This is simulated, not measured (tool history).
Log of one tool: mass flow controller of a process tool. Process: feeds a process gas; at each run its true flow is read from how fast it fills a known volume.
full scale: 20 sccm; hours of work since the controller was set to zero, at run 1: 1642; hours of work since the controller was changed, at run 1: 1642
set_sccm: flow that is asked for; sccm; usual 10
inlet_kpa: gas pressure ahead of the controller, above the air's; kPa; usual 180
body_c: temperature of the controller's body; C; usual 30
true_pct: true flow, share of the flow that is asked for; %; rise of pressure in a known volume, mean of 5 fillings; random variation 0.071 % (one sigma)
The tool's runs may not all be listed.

run,hour,set_sccm,inlet_kpa,body_c,hours of work since the controller was set to zero,hours of work since the controller was changed,true_pct
1,0,10,180,30,1642,1642,99.91
2,51.5,10,180,23,1682,1682,99.5
3,109.9,10,180,23,1727,1727,99.68
4,165.1,10,180,30,1771,1771,99.84
5,224,10,180,30,1817,1817,99.83
6,289.8,10,180,30,1868,1868,99.96
7,358,9,180,30,1921,1921,99.82
8,398.5,9,180,30,1953,1953,99.85
9,464.7,9,180,30,2004,2004,99.97
10,498,9,180,30,2030,2030,99.87
11,534.2,9,180,30,2059,2059,99.83
12,577.2,9,180,37,2092,2092,99.91
13,619.9,10,180,30,2126,2126,99.94
14,684.3,15,180,30,2176,2176,99.99
15,727.3,15,180,30,2209,2209,99.92
16,763.1,10,233,30,2237,2237,100.09
17,821.4,10,233,30,2283,2283,100.1
18,865,11,180,30,2317,2317,99.96
19,907.4,11,180,30,2350,2350,99.9
20,969.2,11,180,30,2398,2398,99.87
21,1004.3,11,180,30,2426,2426,99.93
22,1044.3,11,180,30,2457,2457,99.91
23,1092.6,11,180,30,2495,2495,99.95
24,1168.5,11,180,30,2554,2554,99.72
25,1238.4,11,180,30,2608,2608,99.93
26,1310.5,19,145,26,2665,2665,99.77
27,1368.1,7,197,26,2710,2710,99.8
28,1441.1,4,197,31,2767,2767,99.85
29,1503.2,14,265,27,2815,2815,100.23
30,1535.8,14,265,27,2840,2840,100.16
31,1588,5,150,20,2881,2881,99.33
32,1633.2,18,191,35,2917,2917,100.2
33,1674.4,13,261,30,2949,2949,100.26
34,1730.3,3,180,30,2992,2992,99.68
35,1806.1,7,254,32,3052,3052,100.14
36,1838.9,7,254,32,3077,3077,100.06
37,1893.8,7,254,26,3120,3120,100.08
38,1927.4,11,154,35,3146,3146,99.94
39,1997.4,11,182,33,3201,3201,99.96
40,2039.8,11,182,33,3234,3234,100.02
41,2073.5,5,183,33,3260,3260,100.01
42,2117.2,3,167,28,3294,3294,99.67
43,2159.1,2,180,33,3327,3327,99.83
44,2197.2,4,216,23,3357,3357,99.71
45,2274.9,4,216,23,3417,3417,99.84
46,2321,3,168,36,3453,3453,99.8
47,2387.3,13,224,33,3505,3505,100.12
48,2442.7,3,162,40,3548,3548,99.84

5 ways to go on from here, each from the tool as it stands after run 48. What would each give?
A,2503.1,5,244,31,3596,3596,?
B,2503.1,2,180,30,3596,3596,?
C,2503.1,6,180,21,3596,3596,?
D,2503.1,3,183,38,3596,3596,?
E,2503.1,3,180,32,3596,3596,?

run,true_pct
A,99.88
B,99.61
C,99.45
D,100.05
E,99.77
Without the tool's hidden state the same runs would have given:
run,true_pct
A,99.89
B,99.63
C,99.46
D,100.06
E,99.79
